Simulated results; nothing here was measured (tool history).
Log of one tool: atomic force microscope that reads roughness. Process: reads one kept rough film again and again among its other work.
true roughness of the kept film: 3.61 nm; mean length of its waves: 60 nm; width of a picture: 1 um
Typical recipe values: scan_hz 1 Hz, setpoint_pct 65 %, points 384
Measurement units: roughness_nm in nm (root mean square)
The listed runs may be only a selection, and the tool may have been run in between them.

run   hour  scan_hz  setpoint_pct  points  roughness_nm
  1      0        1            65     384         3.161
  2   12.1        1            65     384         3.142
  3     27        1            65     384         3.107
  4   34.2        1            65     384         3.065
  5     43        1            65     384         3.059
        51  -- new tip fitted
  6   59.9     1.55            65     384         3.208
  7   69.4        1            65     384         3.272
  8   81.5        1            65     756         3.227
  9   93.6     1.57            65     384         3.118
 10  105.5        1            65     295         3.145
 11  122.6        1            58     384         3.175
 12  133.8        1            58     384         3.155
 13  145.7        1            58     384         3.124
 14  161.7        1            58     384         3.103
     166.6  -- new tip fitted
 15  170.2     0.85            65     384         3.349
 16  181.6     0.85            65     384         3.292
 17  194.7     0.85            65     384         3.285
 18  210.4     0.85            65     384         3.236
 19  226.4     2.32            65     533         2.975
 20  235.7     2.15            65     293         2.999
 21  249.9        1            82     395         2.897
     251.6  -- height scale calibrated on a step standard
 22  266.8     1.88            64     596          2.98
 23    281      0.6            63     894         3.137
     282.5  -- new tip fitted
 24  295.9      0.6            70     260         3.318
 25  304.5      0.6            70     260         3.299
 26  314.8      0.6            70     260         3.262
 27  326.2      0.6            70     260         3.264
 28  338.3     0.92            60     384         3.216
     340.1  -- height scale calibrated on a step standard, once more
 29  355.2     2.31            65     309         2.895
 30  363.2     0.69            65     625         3.146
 31  380.3     0.97            61     269         3.065
 32  390.1     0.97            61     269         3.048
     398.2  -- new tip fitted
 33  398.2     2.58            59     567         3.171
 34    406     0.68            62     922         3.338

5 ways to go on from here, each from the tool as it stands after run 34. What would each give?
  A   415      2.2            65     384             ?
  B   415     1.35            72     433             ?
  C   415     0.51            83     500             ?
  D   415        1            65     297             ?
  E   415     0.93            65     529             ?

run  roughness_nm
  A         3.071
  B         3.076
  C         3.172
  D         3.232
  E         3.257
What these runs would have given with no unlogged condition in the tool:
run  roughness_nm
  A          3.12
  B         3.126
  C         3.223
  D         3.284
  E         3.309
